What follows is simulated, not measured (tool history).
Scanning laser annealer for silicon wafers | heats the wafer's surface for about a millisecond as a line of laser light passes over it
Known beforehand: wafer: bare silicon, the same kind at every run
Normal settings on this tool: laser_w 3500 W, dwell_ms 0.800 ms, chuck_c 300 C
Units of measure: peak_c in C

| run | hour | laser_w | dwell_ms | chuck_c | peak_c |
|---|---|---|---|---|---|
| 1 | 0.0 | 3500 | 0.800 | 300 | 1146 |
| 2 | 13.7 | 3500 | 0.800 | 300 | 1144 |
| 3 | 26.0 | 3500 | 0.800 | 300 | 1143 |
| 4 | 45.6 | 3500 | 0.800 | 300 | 1147 |
| 5 | 70.5 | 3500 | 0.800 | 300 | 1147 |
| 6 | 94.2 | 3500 | 0.800 | 326 | 1170 |
| 7 | 115.5 | 3500 | 0.800 | 326 | 1174 |
| 8 | 139.2 | 3500 | 0.800 | 326 | 1173 |
| 9 | 150.6 | 3500 | 0.710 | 300 | 1096 |
| 10 | 177.4 | 3500 | 0.710 | 300 | 1099 |
| 11 | 201.7 | 3166 | 0.800 | 300 | 1056 |
| 12 | 218.6 | 3166 | 0.800 | 300 | 1055 |
| 13 | 241.6 | 3166 | 0.628 | 300 | 975 |
| 14 | 264.2 | 3166 | 0.628 | 300 | 979 |
| 15 | 285.2 | 3166 | 0.628 | 300 | 975 |
| 16 | 301.6 | 3166 | 0.628 | 300 | 974 |
| 17 | 328.0 | 3500 | 0.800 | 300 | 1143 |
| 18 | 343.3 | 3500 | 0.800 | 300 | 1144 |
| 19 | 363.2 | 3500 | 0.800 | 300 | 1147 |
| 20 | 386.7 | 3002 | 0.800 | 300 | 1012 |
| 21 | 406.0 | 3757 | 0.800 | 326 | 1237 |
| 22 | 430.9 | 3757 | 0.800 | 326 | 1234 |
| 23 | 446.2 | 3374 | 0.800 | 295 | 1106 |
| 24 | 464.1 | 3430 | 0.930 | 296 | 1183 |
| 25 | 478.4 | 3430 | 0.930 | 296 | 1184 |
| 26 | 502.1 | 3171 | 0.975 | 277 | 1109 |
| 27 | 516.4 | 3074 | 0.703 | 300 | 986 |
| 28 | 538.7 | 3846 | 0.598 | 296 | 1113 |
| 29 | 557.3 | 3173 | 0.647 | 315 | 1000 |

Run 30 has not been measured yet. What should we expect?
| 30 | 579.2 | 3500 | 0.957 | 300 | ? |

{"run 30": {"peak_c": 1218}}
If the tool had no hidden condition, the same run with the same run-to-run variation would have returned peak_c 1218 C.

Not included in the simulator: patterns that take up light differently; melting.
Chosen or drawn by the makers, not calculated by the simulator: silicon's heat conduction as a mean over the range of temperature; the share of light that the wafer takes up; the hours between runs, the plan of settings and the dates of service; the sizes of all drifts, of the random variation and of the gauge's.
